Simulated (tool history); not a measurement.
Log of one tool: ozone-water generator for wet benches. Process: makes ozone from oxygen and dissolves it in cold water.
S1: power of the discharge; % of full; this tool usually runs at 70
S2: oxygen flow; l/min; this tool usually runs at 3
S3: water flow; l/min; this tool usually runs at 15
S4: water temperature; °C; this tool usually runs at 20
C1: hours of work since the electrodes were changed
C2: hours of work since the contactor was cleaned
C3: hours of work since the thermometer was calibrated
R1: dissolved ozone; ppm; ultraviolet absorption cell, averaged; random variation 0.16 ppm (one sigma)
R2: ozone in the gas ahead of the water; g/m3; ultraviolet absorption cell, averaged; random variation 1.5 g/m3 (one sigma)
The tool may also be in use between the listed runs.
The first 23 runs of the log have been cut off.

Run 24, day 31.446: usual settings but S1 82 % of full, S2 1.69 l/min, S3 16 l/min, S4 15 °C; C1 531; C2 5765; C3 182. Result: R1 19.8 ppm, R2 415.7 g/m3.
Run 25, day 32.175: usual settings but S2 2.04 l/min, S3 11 l/min, S4 15 °C; C1 542; C2 5777; C3 193. Result: R1 27.2 ppm, R2 333.8 g/m3.
Run 26, day 32.904: usual settings but S2 2.04 l/min, S3 11 l/min, S4 15 °C; C1 554; C2 5788; C3 204. Result: R1 27 ppm, R2 334.3 g/m3.
Run 27, day 34.154: usual settings but S1 100 % of full, S2 3.15 l/min, S3 14 l/min, S4 15 °C; C1 573; C2 5808; C3 224. Result: R1 29.8 ppm, R2 355.9 g/m3.
Run 28, day 35.25: usual settings but S1 100 % of full, S2 3.15 l/min, S3 14 l/min, S4 15 °C; C1 590; C2 5825; C3 241. Result: R1 29.9 ppm, R2 352 g/m3.
Run 29, day 36.25: usual settings but S1 100 % of full, S2 3.15 l/min, S3 14 l/min, S4 15 °C; C1 606; C2 5840; C3 257. Result: R1 29.7 ppm, R2 356.1 g/m3.
Run 30, day 37.346: usual settings but S1 60 % of full, S2 4.51 l/min, S3 14 l/min, S4 15 °C; C1 623; C2 5857; C3 274. Result: R1 20.7 ppm, R2 199.6 g/m3.
Run 31, day 38.225: usual settings but S3 13 l/min, S4 25 °C; C1 637; C2 5871; C3 287. Result: R1 20.9 ppm, R2 275.3 g/m3.
Run 32, day 39.896: usual settings but S3 13 l/min, S4 25 °C; C1 663; C2 5897; C3 313. Result: R1 20.9 ppm, R2 274 g/m3.
Run 33, day 41.079: usual settings but S2 2.47 l/min, S3 16 l/min; C1 681; C2 5916; C3 332. Result: R1 18.2 ppm, R2 302.9 g/m3.

3 ways to go on from here, each from the tool as it stands after run 33. What would each give?
Run A, day 41.808: usual settings but S3 9 l/min, S4 17 °C; C1 693; C2 5927; C3 343. Result: R1 ?, R2 ?.
Run B, day 41.808: usual settings but S1 56 % of full, S2 1.88 l/min, S3 16 l/min; C1 693; C2 5927; C3 343. Result: R1 ?, R2 ?.
Run C, day 41.808: usual settings but S1 56 % of full, S2 2.47 l/min, S4 12 °C; C1 693; C2 5927; C3 343. Result: R1 ?, R2 ?.

run    R1     R2
  A  31.8  274.8
  B  14.6  288.9
  C  17.7  253.6
Had the tool no hidden state, the same runs would have come out as:
run    R1     R2
  A  34.6  280.3
  B    16  293.6
  C  19.5  257.8
